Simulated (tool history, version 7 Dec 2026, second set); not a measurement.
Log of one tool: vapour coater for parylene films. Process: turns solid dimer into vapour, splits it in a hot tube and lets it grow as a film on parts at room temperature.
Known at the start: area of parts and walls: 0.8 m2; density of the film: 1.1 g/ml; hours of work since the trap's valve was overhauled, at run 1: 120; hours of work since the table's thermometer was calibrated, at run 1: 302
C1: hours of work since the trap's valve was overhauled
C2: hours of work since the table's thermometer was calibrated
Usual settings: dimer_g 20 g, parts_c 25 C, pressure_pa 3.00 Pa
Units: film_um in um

Run 1, hour 0.0: usual settings; C1 120; C2 302. Result: film_um 19.46 um.
Run 2, hour 18.2: usual settings; C1 134; C2 316. Result: film_um 19.31 um.
Run 3, hour 42.9: usual settings; C1 153; C2 335. Result: film_um 19.17 um.
Run 4, hour 61.1: usual settings but parts_c 21 C; C1 167; C2 349. Result: film_um 20.71 um.
Run 5, hour 84.4: usual settings but pressure_pa 2.16 Pa; C1 185; C2 367. Result: film_um 20.38 um.
Run 6, hour 104.5: usual settings but pressure_pa 2.16 Pa; C1 201; C2 383. Result: film_um 20.13 um.
Run 7, hour 126.4: usual settings but pressure_pa 2.16 Pa; C1 218; C2 400. Result: film_um 20.09 um.
Run 8, hour 156.5: usual settings but pressure_pa 2.16 Pa; C1 241; C2 423. Result: film_um 20.03 um.
Run 9, hour 176.0: usual settings but pressure_pa 2.16 Pa; C1 256; C2 438. Result: film_um 20.25 um.
Run 10, hour 191.1: usual settings but dimer_g 35 g, pressure_pa 2.16 Pa; C1 268; C2 450. Result: film_um 35.22 um.
Run 11, hour 204.5: usual settings; C1 278; C2 461. Result: film_um 18.67 um.
Run 12, hour 230.6: usual settings; C1 299; C2 481. Result: film_um 18.94 um.
Run 13, hour 257.7: usual settings; C1 320; C2 502. Result: film_um 18.71 um.
Run 14, hour 274.5: usual settings but pressure_pa 5.80 Pa; C1 333; C2 515. Result: film_um 16.48 um.
Run 15, hour 297.8: usual settings but dimer_g 8 g; C1 351; C2 533. Result: film_um 7.52 um.
Run 16, hour 318.4: usual settings but dimer_g 8 g; C1 367; C2 549. Result: film_um 7.44 um.
Run 17, hour 345.1: usual settings but dimer_g 8 g; C1 388; C2 570. Result: film_um 7.39 um.
Run 18, hour 367.8: usual settings; C1 405; C2 587. Result: film_um 18.46 um.
Run 19, hour 392.7: usual settings; C1 424; C2 607. Result: film_um 18.53 um.
Run 20, hour 418.0: usual settings; C1 444; C2 626. Result: film_um 18.34 um.
Run 21, hour 442.2: usual settings but parts_c 30 C; C1 463; C2 645. Result: film_um 16.18 um.
Run 22, hour 459.5: usual settings but parts_c 26 C; C1 476; C2 659. Result: film_um 17.51 um.
At hour 465.2: trap's valve overhauled.
Run 23, hour 482.6: usual settings but parts_c 21 C; C1 14; C2 673. Result: film_um 18.59 um.
Run 24, hour 494.9: usual settings but parts_c 21 C; C1 23; C2 683. Result: film_um 18.47 um.
Run 25, hour 513.5: usual settings but dimer_g 9 g, pressure_pa 5.66 Pa; C1 38; C2 697. Result: film_um 6.71 um.
Run 26, hour 543.4: usual settings but parts_c 29 C; C1 61; C2 721. Result: film_um 15.51 um.
Run 27, hour 562.1: usual settings but parts_c 28 C, pressure_pa 2.88 Pa; C1 75; C2 735. Result: film_um 15.90 um.
Run 28, hour 587.0: usual settings but dimer_g 36 g, parts_c 22 C, pressure_pa 9.92 Pa; C1 95; C2 754. Result: film_um 25.41 um.
Run 29, hour 603.8: usual settings but dimer_g 31 g, pressure_pa 6.74 Pa; C1 108; C2 767. Result: film_um 22.06 um.
At hour 623.3: trap's valve overhauled, once more.
Run 30, hour 636.2: usual settings but dimer_g 29 g, pressure_pa 6.74 Pa; C1 10; C2 789. Result: film_um 24.50 um.
Run 31, hour 654.9: usual settings but dimer_g 29 g, pressure_pa 6.74 Pa; C1 25; C2 804. Result: film_um 24.70 um.
Run 32, hour 667.3: usual settings but dimer_g 29 g, pressure_pa 2.31 Pa; C1 34; C2 814. Result: film_um 30.59 um.
Run 33, hour 691.6: usual settings but dimer_g 29 g, pressure_pa 2.29 Pa; C1 53; C2 832. Result: film_um 30.42 um.
Run 34, hour 707.5: usual settings but dimer_g 25 g, parts_c 32 C; C1 65; C2 845. Result: film_um 21.21 um.
Run 35, hour 731.4: usual settings but dimer_g 25 g, parts_c 32 C; C1 84; C2 863. Result: film_um 20.98 um.
Run 36, hour 760.6: usual settings but dimer_g 25 g, parts_c 32 C; C1 107; C2 886. Result: film_um 21.33 um.
Run 37, hour 790.8: usual settings but dimer_g 25 g, parts_c 24 C; C1 130; C2 910. Result: film_um 24.68 um.
Run 38, hour 816.2: usual settings but dimer_g 25 g, parts_c 24 C; C1 150; C2 929. Result: film_um 24.66 um.
Run 39, hour 843.7: usual settings but dimer_g 19 g, parts_c 34 C, pressure_pa 2.73 Pa; C1 171; C2 951. Result: film_um 15.50 um.
Run 40, hour 857.6: usual settings but dimer_g 23 g, pressure_pa 3.25 Pa; C1 182; C2 961. Result: film_um 21.86 um.
Run 41, hour 881.5: usual settings but dimer_g 23 g, pressure_pa 3.25 Pa; C1 200; C2 980. Result: film_um 21.41 um.
Run 42, hour 909.1: usual settings but dimer_g 26 g, parts_c 26 C, pressure_pa 5.02 Pa; C1 222; C2 1001. Result: film_um 22.21 um.
Run 43, hour 921.3: usual settings but dimer_g 26 g, parts_c 26 C, pressure_pa 5.02 Pa; C1 231; C2 1011. Result: film_um 21.93 um.
Run 44, hour 935.5: usual settings but dimer_g 16 g, parts_c 24 C, pressure_pa 7.65 Pa; C1 242; C2 1022. Result: film_um 12.81 um.
Run 45, hour 964.0: usual settings but dimer_g 16 g, parts_c 24 C, pressure_pa 7.65 Pa; C1 264; C2 1044. Result: film_um 12.74 um.
Run 46, hour 979.4: usual settings but dimer_g 16 g, parts_c 24 C, pressure_pa 7.65 Pa; C1 276; C2 1056. Result: film_um 12.78 um.
Run 47, hour 993.2: usual settings but dimer_g 16 g, parts_c 32 C, pressure_pa 7.65 Pa; C1 287; C2 1067. Result: film_um 10.62 um.

4 ways to go on from here, each from the tool as it stands after run 47. What would each give?
Run A, hour 1021.3: usual settings but dimer_g 28 g, parts_c 36 C, pressure_pa 7.18 Pa; C1 309; C2 1089. Result: film_um ?.
Run B, hour 1021.3: usual settings but dimer_g 33 g, parts_c 19 C; C1 309; C2 1089. Result: film_um ?.
Run C, hour 1021.3: usual settings but dimer_g 9 g, parts_c 31 C, pressure_pa 6.36 Pa; C1 309; C2 1089. Result: film_um ?.
Run D, hour 1021.3: usual settings but pressure_pa 10.06 Pa; C1 309; C2 1089. Result: film_um ?.

run  film_um
  A    17.37
  B    34.84
  C     6.41
  D    14.67
Without the tool's hidden state the same runs would have given:
run  film_um
  A    18.25
  B    37.14
  C     6.74
  D    15.42

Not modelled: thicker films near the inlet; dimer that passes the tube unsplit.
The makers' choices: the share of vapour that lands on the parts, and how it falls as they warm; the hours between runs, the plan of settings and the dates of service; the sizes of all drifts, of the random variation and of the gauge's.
